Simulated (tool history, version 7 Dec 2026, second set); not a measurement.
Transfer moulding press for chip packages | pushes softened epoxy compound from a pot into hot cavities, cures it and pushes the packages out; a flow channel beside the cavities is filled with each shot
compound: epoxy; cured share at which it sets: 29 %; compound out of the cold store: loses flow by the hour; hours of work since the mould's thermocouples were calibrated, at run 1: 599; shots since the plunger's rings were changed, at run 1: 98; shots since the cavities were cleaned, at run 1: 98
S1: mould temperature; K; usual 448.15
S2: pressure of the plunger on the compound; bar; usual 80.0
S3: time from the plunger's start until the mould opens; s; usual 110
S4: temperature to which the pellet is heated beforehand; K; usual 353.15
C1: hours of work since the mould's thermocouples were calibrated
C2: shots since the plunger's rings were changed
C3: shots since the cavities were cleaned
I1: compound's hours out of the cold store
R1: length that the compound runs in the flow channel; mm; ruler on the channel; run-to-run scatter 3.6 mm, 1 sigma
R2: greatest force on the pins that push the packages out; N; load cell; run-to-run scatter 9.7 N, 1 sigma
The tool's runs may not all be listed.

run	day	S1	S2	S3	S4	C1	C2	C3	I1	R1	R2
1	0.000	448.15	80.0	110	353.15	599	98	98	27.5	734	534
2	0.608	448.15	80.0	110	353.15	609	273	273	14.1	784	681
3	1.071	448.15	80.0	110	344.15	617	407	407	38.0	691	718
4	2.008	448.15	80.0	115	353.15	633	678	678	38.5	691	780
# day 2.633: cavities cleaned with cleaning compound and waxed
5	2.854	448.15	80.0	115	353.15	646	904	64	41.2	681	493
6	3.521	448.15	80.0	115	353.15	658	1097	257	34.8	703	660
7	4.371	448.15	80.0	115	353.15	672	1342	502	19.8	751	749
8	4.908	448.15	80.0	115	353.15	682	1497	657	8.9	798	798
9	5.442	450.15	80.0	115	353.15	691	1652	812	38.5	674	774
# day 5.567: cavities cleaned with cleaning compound and waxed
10	6.333	450.15	80.0	115	353.15	705	1891	222	8.2	782	595
# day 7.042: mould's thermocouples calibrated
11	7.425	452.15	80.0	110	353.15	7	2183	514	32.8	695	734
12	8.308	452.15	80.0	110	353.15	22	2439	770	22.6	722	800
# day 8.567: cavities cleaned with cleaning compound and waxed
13	8.821	452.15	80.0	110	353.15	29	2568	74	19.6	736	472
14	9.454	452.15	80.0	110	353.15	40	2751	257	30.6	689	617
15	10.158	441.15	68.0	110	353.15	52	2954	460	17.4	713	1161
# day 10.746: plunger's sealing rings changed
16	11.012	448.15	82.5	148	344.15	65	77	677	47.1	680	712
# day 11.558: cavities cleaned with cleaning compound and waxed
17	11.779	444.15	82.5	148	356.15	77	281	64	38.8	713	448
18	12.850	448.15	96.3	110	353.15	96	590	373	8.6	883	771
19	13.783	448.15	96.3	111	354.15	112	860	643	32.4	777	811
# day 14.467: cavities cleaned with cleaning compound and waxed
20	14.800	442.15	66.3	110	354.15	128	1135	96	15.4	718	772
21	15.842	442.15	89.7	110	348.15	146	1436	397	46.5	710	951
22	16.454	448.15	80.0	110	345.15	156	1614	575	31.6	700	818
# day 17.392: cavities cleaned with cleaning compound and waxed
23	17.492	455.15	75.0	91	354.15	173	1895	28	40.6	635	477
24	18.271	448.15	76.8	96	361.15	186	2120	253	15.5	751	851
25	19.183	448.15	80.0	91	360.15	202	2384	517	44.2	658	1033
26	19.758	448.15	80.0	146	354.15	212	2550	683	9.9	780	735
# day 20.321: cavities cleaned with cleaning compound and waxed
27	20.717	448.15	63.7	95	360.15	227	2809	115	24.5	645	730
28	21.417	448.15	63.7	119	360.15	239	3011	317	31.0	621	675

Consider 3 possible next runs. They are alternatives, not a sequence: every one starts from the tool as it was left by run 28. What does each give?
# day 21.829: plunger's sealing rings changed
A	22.333	450.15	80.0	110	352.15	253	145	552	39.3	?	?
# day 21.829: plunger's sealing rings changed
B	22.333	447.15	63.7	119	343.15	253	145	552	8.2	?	?
# day 21.829: plunger's sealing rings changed
C	22.333	446.15	81.9	110	355.15	253	145	552	15.6	?	?

run	R1	R2
A	681	748
B	726	807
C	796	913
With the hidden condition removed and each run's random variation left untouched, the same runs would have given:
run	R1	R2
A	685	391
B	730	425
C	800	487

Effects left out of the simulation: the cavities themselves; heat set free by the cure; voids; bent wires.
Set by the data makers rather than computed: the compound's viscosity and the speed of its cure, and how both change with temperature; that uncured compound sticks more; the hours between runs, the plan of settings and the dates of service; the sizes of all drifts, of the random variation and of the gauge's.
